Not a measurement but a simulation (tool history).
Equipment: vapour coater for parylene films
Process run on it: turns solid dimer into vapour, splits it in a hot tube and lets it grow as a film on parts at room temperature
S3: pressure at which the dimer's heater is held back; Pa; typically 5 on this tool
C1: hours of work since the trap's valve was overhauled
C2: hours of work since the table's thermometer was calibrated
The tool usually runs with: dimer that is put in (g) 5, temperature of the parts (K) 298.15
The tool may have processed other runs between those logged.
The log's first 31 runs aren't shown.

{"run": 32, "day": 44.662, "dimer that is put in (g)": 6, "temperature of the parts (K)": 306.15, "S3": 5, "C1": 85, "C2": 708, "thickness of the film (nm)": 1300}
{"run": 33, "day": 45.817, "dimer that is put in (g)": 4, "temperature of the parts (K)": 294.15, "S3": 2.41, "C1": 104, "C2": 726, "thickness of the film (nm)": 1340}
{"run": 34, "day": 47.262, "dimer that is put in (g)": 4, "temperature of the parts (K)": 294.15, "S3": 2.41, "C1": 127, "C2": 750, "thickness of the film (nm)": 1330}
{"run": 35, "day": 48.696, "dimer that is put in (g)": 4, "temperature of the parts (K)": 294.15, "S3": 2.41, "C1": 150, "C2": 773, "thickness of the film (nm)": 1320}
{"run": 36, "day": 49.871, "dimer that is put in (g)": 5, "temperature of the parts (K)": 298.15, "S3": 3.9, "C1": 169, "C2": 792, "thickness of the film (nm)": 1420}
{"run": 37, "day": 51.05, "dimer that is put in (g)": 5, "temperature of the parts (K)": 298.15, "S3": 3.9, "C1": 188, "C2": 811, "thickness of the film (nm)": 1390}
{"run": 38, "day": 52.575, "dimer that is put in (g)": 5, "temperature of the parts (K)": 298.15, "S3": 3.9, "C1": 212, "C2": 835, "thickness of the film (nm)": 1410}
{"run": 39, "day": 53.367, "dimer that is put in (g)": 5, "temperature of the parts (K)": 298.15, "S3": 11.5, "C1": 225, "C2": 848, "thickness of the film (nm)": 1290}
{"run": 40, "day": 55.225, "dimer that is put in (g)": 5, "temperature of the parts (K)": 298.15, "S3": 11.5, "C1": 255, "C2": 878, "thickness of the film (nm)": 1300}
{"run": 41, "day": 56.421, "dimer that is put in (g)": 7, "temperature of the parts (K)": 306.15, "S3": 5.95, "C1": 274, "C2": 897, "thickness of the film (nm)": 1520}
{"run": 42, "day": 58.262, "dimer that is put in (g)": 7, "temperature of the parts (K)": 306.15, "S3": 10.93, "C1": 304, "C2": 927, "thickness of the film (nm)": 1440}
{"run": 43, "day": 59.425, "dimer that is put in (g)": 7, "temperature of the parts (K)": 306.15, "S3": 10.93, "C1": 323, "C2": 945, "thickness of the film (nm)": 1420}
{"run": 44, "day": 61.312, "dimer that is put in (g)": 7, "temperature of the parts (K)": 304.15, "S3": 9.51, "C1": 353, "C2": 976, "thickness of the film (nm)": 1510}

What does the tool deliver on the next run?
{"run": 45, "day": 62.833, "dimer that is put in (g)": 5, "temperature of the parts (K)": 309.15, "S3": 5, "C1": 378, "C2": 1000, "thickness of the film (nm)": "?"}

thickness of the film (nm): 990
If the tool had no hidden condition, the same run with the same run-to-run variation would have returned thickness of the film (nm) 1000.
